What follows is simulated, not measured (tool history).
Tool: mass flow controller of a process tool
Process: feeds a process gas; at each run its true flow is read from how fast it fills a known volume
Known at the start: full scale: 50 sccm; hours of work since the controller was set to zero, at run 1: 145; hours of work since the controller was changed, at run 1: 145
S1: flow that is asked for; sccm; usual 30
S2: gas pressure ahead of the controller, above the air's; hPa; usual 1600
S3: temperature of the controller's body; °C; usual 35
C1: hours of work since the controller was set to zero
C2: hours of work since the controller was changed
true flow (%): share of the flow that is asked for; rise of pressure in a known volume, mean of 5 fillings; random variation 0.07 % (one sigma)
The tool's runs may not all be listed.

{"run": 1, "hour": 0.0, "S1": 30, "S2": 1600, "S3": 35, "C1": 145, "C2": 145, "true flow (%)": 97.94}
{"run": 2, "hour": 253.4, "S1": 30, "S2": 1600, "S3": 35, "C1": 284, "C2": 284, "true flow (%)": 97.86}
{"run": 3, "hour": 426.8, "S1": 30, "S2": 1600, "S3": 35, "C1": 380, "C2": 380, "true flow (%)": 97.94}
{"run": 4, "hour": 664.7, "S1": 30, "S2": 1600, "S3": 35, "C1": 511, "C2": 511, "true flow (%)": 97.75}
{"run": 5, "hour": 862.9, "S1": 30, "S2": 1600, "S3": 35, "C1": 620, "C2": 620, "true flow (%)": 97.79}
{"run": 6, "hour": 1032.7, "S1": 30, "S2": 1600, "S3": 35, "C1": 713, "C2": 713, "true flow (%)": 97.94}
{"run": 7, "hour": 1283.4, "S1": 30, "S2": 1600, "S3": 35, "C1": 851, "C2": 851, "true flow (%)": 97.81}
{"run": 8, "hour": 1517.8, "S1": 30, "S2": 1600, "S3": 35, "C1": 980, "C2": 980, "true flow (%)": 97.83}
{"run": 9, "hour": 1648.4, "S1": 30, "S2": 1600, "S3": 35, "C1": 1052, "C2": 1052, "true flow (%)": 97.91}
{"run": 10, "hour": 1882.2, "S1": 30, "S2": 1600, "S3": 35, "C1": 1181, "C2": 1181, "true flow (%)": 97.84}
{"run": 11, "hour": 2137.0, "S1": 10, "S2": 1600, "S3": 35, "C1": 1321, "C2": 1321, "true flow (%)": 95.48}
{"run": 12, "hour": 2295.3, "S1": 30, "S2": 1680, "S3": 35, "C1": 1408, "C2": 1408, "true flow (%)": 97.61}
{"run": 13, "hour": 2510.5, "S1": 30, "S2": 1680, "S3": 35, "C1": 1527, "C2": 1527, "true flow (%)": 97.72}
{"run": 14, "hour": 2764.4, "S1": 15, "S2": 1680, "S3": 35, "C1": 1667, "C2": 1667, "true flow (%)": 96.03}
{"run": 15, "hour": 2888.6, "S1": 15, "S2": 1680, "S3": 35, "C1": 1735, "C2": 1735, "true flow (%)": 95.98}
{"run": 16, "hour": 3017.6, "S1": 15, "S2": 1680, "S3": 35, "C1": 1806, "C2": 1806, "true flow (%)": 96.0}
{"run": 17, "hour": 3233.2, "S1": 15, "S2": 1680, "S3": 35, "C1": 1925, "C2": 1925, "true flow (%)": 95.91}
{"run": 18, "hour": 3370.4, "S1": 15, "S2": 2650, "S3": 35, "C1": 2000, "C2": 2000, "true flow (%)": 95.13}
{"run": 19, "hour": 3546.6, "S1": 15, "S2": 2650, "S3": 35, "C1": 2097, "C2": 2097, "true flow (%)": 95.14}
{"run": 20, "hour": 3758.6, "S1": 8, "S2": 1600, "S3": 35, "C1": 2214, "C2": 2214, "true flow (%)": 93.74}
{"run": 21, "hour": 4007.4, "S1": 8, "S2": 2280, "S3": 35, "C1": 2351, "C2": 2351, "true flow (%)": 93.08}
{"run": 22, "hour": 4210.2, "S1": 30, "S2": 1600, "S3": 35, "C1": 2463, "C2": 2463, "true flow (%)": 97.51}
{"run": 23, "hour": 4416.8, "S1": 30, "S2": 2500, "S3": 35, "C1": 2576, "C2": 2576, "true flow (%)": 96.97}
{"run": 24, "hour": 4683.9, "S1": 30, "S2": 1600, "S3": 39, "C1": 2723, "C2": 2723, "true flow (%)": 97.3}
{"run": 25, "hour": 4903.9, "S1": 9, "S2": 2390, "S3": 39, "C1": 2844, "C2": 2844, "true flow (%)": 92.34}
{"run": 26, "hour": 5134.0, "S1": 9, "S2": 2390, "S3": 39, "C1": 2971, "C2": 2971, "true flow (%)": 92.39}
{"run": 27, "hour": 5259.1, "S1": 11, "S2": 1810, "S3": 28, "C1": 3040, "C2": 3040, "true flow (%)": 94.74}
{"run": 28, "hour": 5399.4, "S1": 10, "S2": 2200, "S3": 28, "C1": 3117, "C2": 3117, "true flow (%)": 93.94}
{"run": 29, "hour": 5645.5, "S1": 26, "S2": 2200, "S3": 26, "C1": 3253, "C2": 3253, "true flow (%)": 97.56}
{"run": 30, "hour": 5757.0, "S1": 26, "S2": 2200, "S3": 26, "C1": 3314, "C2": 3314, "true flow (%)": 97.65}
{"run": 31, "hour": 5887.5, "S1": 34, "S2": 1630, "S3": 37, "C1": 3386, "C2": 3386, "true flow (%)": 97.68}
{"run": 32, "hour": 6059.6, "S1": 34, "S2": 1630, "S3": 37, "C1": 3481, "C2": 3481, "true flow (%)": 97.61}
{"run": 33, "hour": 6290.6, "S1": 34, "S2": 1930, "S3": 37, "C1": 3608, "C2": 3608, "true flow (%)": 97.74}
{"run": 34, "hour": 6518.7, "S1": 34, "S2": 1930, "S3": 37, "C1": 3733, "C2": 3733, "true flow (%)": 97.44}
{"run": 35, "hour": 6731.3, "S1": 34, "S2": 1930, "S3": 37, "C1": 3850, "C2": 3850, "true flow (%)": 97.5}
{"run": 36, "hour": 6930.9, "S1": 22, "S2": 1590, "S3": 22, "C1": 3960, "C2": 3960, "true flow (%)": 97.7}
{"run": 37, "hour": 7103.5, "S1": 6, "S2": 2320, "S3": 24, "C1": 4055, "C2": 4055, "true flow (%)": 89.75}
{"run": 38, "hour": 7334.3, "S1": 30, "S2": 1570, "S3": 31, "C1": 4182, "C2": 4182, "true flow (%)": 97.87}
{"run": 39, "hour": 7583.8, "S1": 6, "S2": 1600, "S3": 35, "C1": 4320, "C2": 4320, "true flow (%)": 88.5}
{"run": 40, "hour": 7751.1, "S1": 6, "S2": 1600, "S3": 35, "C1": 4412, "C2": 4412, "true flow (%)": 88.49}
{"run": 41, "hour": 7880.7, "S1": 6, "S2": 1600, "S3": 35, "C1": 4483, "C2": 4483, "true flow (%)": 88.4}
{"run": 42, "hour": 8117.0, "S1": 6, "S2": 1600, "S3": 35, "C1": 4613, "C2": 4613, "true flow (%)": 88.03}
{"run": 43, "hour": 8334.5, "S1": 30, "S2": 2610, "S3": 35, "C1": 4733, "C2": 4733, "true flow (%)": 96.73}
{"run": 44, "hour": 8508.6, "S1": 15, "S2": 2140, "S3": 27, "C1": 4829, "C2": 4829, "true flow (%)": 94.91}
{"run": 45, "hour": 8774.5, "S1": 30, "S2": 1600, "S3": 37, "C1": 4975, "C2": 4975, "true flow (%)": 97.09}
{"hour": 8816.7, "done": "controller's zero set anew"}
{"run": 46, "hour": 8980.2, "S1": 30, "S2": 1410, "S3": 35, "C1": 90, "C2": 5088, "true flow (%)": 99.44}
{"run": 47, "hour": 9232.6, "S1": 21, "S2": 1980, "S3": 40, "C1": 229, "C2": 5227, "true flow (%)": 97.96}
{"run": 48, "hour": 9500.2, "S1": 21, "S2": 1920, "S3": 23, "C1": 376, "C2": 5374, "true flow (%)": 99.75}

Hidden state at the last listed run before each entry between runs and at the first one after, where it differs:
Between runs 45 and 46: controller's zero set anew (hour 8816.7)
  flow at rest that the sensor doesn't see, % of full scale: -1.273 -> -0.036; true flow over the shown one, %: 1.36 -> 1.39
  measured less the result without the state, true flow (%): -0.76 -> +1.33
